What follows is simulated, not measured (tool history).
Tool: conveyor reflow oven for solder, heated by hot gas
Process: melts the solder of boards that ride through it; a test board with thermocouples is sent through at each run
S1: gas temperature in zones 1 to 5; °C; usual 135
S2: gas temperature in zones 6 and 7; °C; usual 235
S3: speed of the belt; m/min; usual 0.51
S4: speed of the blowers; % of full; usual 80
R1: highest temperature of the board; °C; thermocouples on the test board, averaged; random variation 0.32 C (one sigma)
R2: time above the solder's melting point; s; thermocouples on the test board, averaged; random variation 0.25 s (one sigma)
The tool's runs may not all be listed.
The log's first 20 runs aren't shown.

| run | hour | S1 | S2 | S3 | S4 | R1 | R2 |
|---|---|---|---|---|---|---|---|
| 21 | 157.5 | 135 | 235 | 0.51 | 63 | 219.9 | 63.3 |
| 22 | 163.5 | 136 | 235 | 0.51 | 72 | 221.7 | 65.1 |
| 23 | 167.7 | 135 | 235 | 0.51 | 81 | 223.1 | 65.8 |
| 24 | 176.7 | 135 | 249 | 0.51 | 74 | 233.9 | 72.5 |
| 25 | 184.8 | 135 | 249 | 0.51 | 74 | 233.3 | 72.8 |
| 26 | 191.6 | 135 | 249 | 0.527 | 74 | 232.3 | 69.2 |
| 27 | 200.4 | 123 | 228 | 0.527 | 73 | 212.1 | 51.5 |
| 28 | 206.1 | 134 | 228 | 0.527 | 73 | 213.4 | 56.3 |
| 29 | 214.1 | 140 | 247 | 0.42 | 61 | 235.9 | 91.6 |
| 30 | 219.3 | 135 | 237 | 0.516 | 62 | 220.5 | 62.7 |
| 31 | 228.1 | 128 | 234 | 0.51 | 80 | 220.5 | 62.2 |
| 32 | 233.8 | 128 | 234 | 0.484 | 66 | 219.7 | 64.4 |

Forecast each of these 3 alternatives for the next run:
| A | 241.3 | 136 | 234 | 0.484 | 66 | ? | ? |
| B | 241.3 | 148 | 249 | 0.426 | 80 | ? | ? |
| C | 241.3 | 128 | 234 | 0.587 | 66 | ? | ? |

| run | R1 | R2 |
|---|---|---|
| A | 220.4 | 68.2 |
| B | 240.7 | 95.5 |
| C | 213 | 46.9 |
Without the tool's hidden state the same runs would have given:
| run | R1 | R2 |
|---|---|---|
| A | 221.1 | 68.4 |
| B | 241.3 | 95.2 |
| C | 213.8 | 47.4 |
